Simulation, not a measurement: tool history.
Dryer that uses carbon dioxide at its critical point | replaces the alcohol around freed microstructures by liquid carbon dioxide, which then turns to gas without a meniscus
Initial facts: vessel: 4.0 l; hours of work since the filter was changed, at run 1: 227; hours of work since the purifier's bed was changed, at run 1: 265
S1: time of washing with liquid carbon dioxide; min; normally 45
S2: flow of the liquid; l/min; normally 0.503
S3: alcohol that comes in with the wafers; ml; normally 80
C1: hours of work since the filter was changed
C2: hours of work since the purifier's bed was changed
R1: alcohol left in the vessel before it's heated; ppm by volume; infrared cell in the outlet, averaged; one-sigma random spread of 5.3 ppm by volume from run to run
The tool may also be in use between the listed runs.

{"run": 1, "hour": 0.0, "S1": 45, "S2": 0.503, "S3": 80, "C1": 227, "C2": 265, "R1": 250}
{"run": 2, "hour": 15.0, "S1": 45, "S2": 0.503, "S3": 80, "C1": 234, "C2": 272, "R1": 247}
{"run": 3, "hour": 23.6, "S1": 45, "S2": 0.585, "S3": 80, "C1": 238, "C2": 277, "R1": 144}
{"run": 4, "hour": 33.0, "S1": 45, "S2": 0.585, "S3": 80, "C1": 243, "C2": 281, "R1": 163}
{"run": 5, "hour": 43.3, "S1": 45, "S2": 0.585, "S3": 80, "C1": 248, "C2": 286, "R1": 152}
{"run": 6, "hour": 61.0, "S1": 45, "S2": 0.503, "S3": 80, "C1": 256, "C2": 294, "R1": 263}
{"run": 7, "hour": 74.8, "S1": 57, "S2": 0.503, "S3": 80, "C1": 262, "C2": 301, "R1": 132}
{"run": 8, "hour": 92.0, "S1": 57, "S2": 0.503, "S3": 80, "C1": 271, "C2": 309, "R1": 144}
{"run": 9, "hour": 103.6, "S1": 45, "S2": 0.461, "S3": 80, "C1": 276, "C2": 314, "R1": 387}
{"hour": 113.3, "done": "inlet filter changed"}
{"run": 10, "hour": 123.9, "S1": 45, "S2": 0.461, "S3": 80, "C1": 5, "C2": 323, "R1": 250}
{"run": 11, "hour": 142.8, "S1": 38, "S2": 0.503, "S3": 80, "C1": 14, "C2": 332, "R1": 320}
{"run": 12, "hour": 153.1, "S1": 38, "S2": 0.503, "S3": 80, "C1": 19, "C2": 337, "R1": 332}
{"run": 13, "hour": 171.8, "S1": 38, "S2": 0.503, "S3": 80, "C1": 28, "C2": 346, "R1": 352}
{"run": 14, "hour": 180.2, "S1": 35, "S2": 0.388, "S3": 25, "C1": 32, "C2": 350, "R1": 398}
{"run": 15, "hour": 197.4, "S1": 35, "S2": 0.577, "S3": 113, "C1": 40, "C2": 358, "R1": 358}
{"run": 16, "hour": 210.4, "S1": 57, "S2": 0.505, "S3": 113, "C1": 46, "C2": 364, "R1": 129}
{"run": 17, "hour": 222.0, "S1": 34, "S2": 0.503, "S3": 23, "C1": 51, "C2": 370, "R1": 202}
{"run": 18, "hour": 233.3, "S1": 38, "S2": 0.503, "S3": 32, "C1": 57, "C2": 375, "R1": 191}
{"run": 19, "hour": 248.9, "S1": 38, "S2": 0.503, "S3": 32, "C1": 64, "C2": 382, "R1": 209}
{"run": 20, "hour": 262.5, "S1": 38, "S2": 0.503, "S3": 32, "C1": 70, "C2": 389, "R1": 194}
{"run": 21, "hour": 278.4, "S1": 38, "S2": 0.503, "S3": 32, "C1": 78, "C2": 396, "R1": 207}
{"run": 22, "hour": 290.6, "S1": 54, "S2": 0.447, "S3": 28, "C1": 84, "C2": 402, "R1": 134}
{"run": 23, "hour": 300.1, "S1": 32, "S2": 0.443, "S3": 80, "C1": 88, "C2": 407, "R1": 979}
{"run": 24, "hour": 317.5, "S1": 59, "S2": 0.463, "S3": 80, "C1": 96, "C2": 415, "R1": 156}
{"run": 25, "hour": 326.0, "S1": 59, "S2": 0.666, "S3": 37, "C1": 100, "C2": 419, "R1": 89}

Forecast each of these 4 alternatives for the next run:
{"run": "A", "hour": 336.5, "S1": 59, "S2": 0.532, "S3": 71, "C1": 105, "C2": 424, "R1": "?"}
{"run": "B", "hour": 336.5, "S1": 30, "S2": 0.359, "S3": 71, "C1": 105, "C2": 424, "R1": "?"}
{"run": "C", "hour": 336.5, "S1": 55, "S2": 0.414, "S3": 51, "C1": 105, "C2": 424, "R1": "?"}
{"run": "D", "hour": 336.5, "S1": 50, "S2": 0.614, "S3": 38, "C1": 105, "C2": 424, "R1": "?"}

run=A R1=117
run=B R1=1888
run=C R1=191
run=D R1=111
Without the tool's unlogged condition, the same runs would have read:
run=A R1=17
run=B R1=1585
run=C R1=76
run=D R1=12
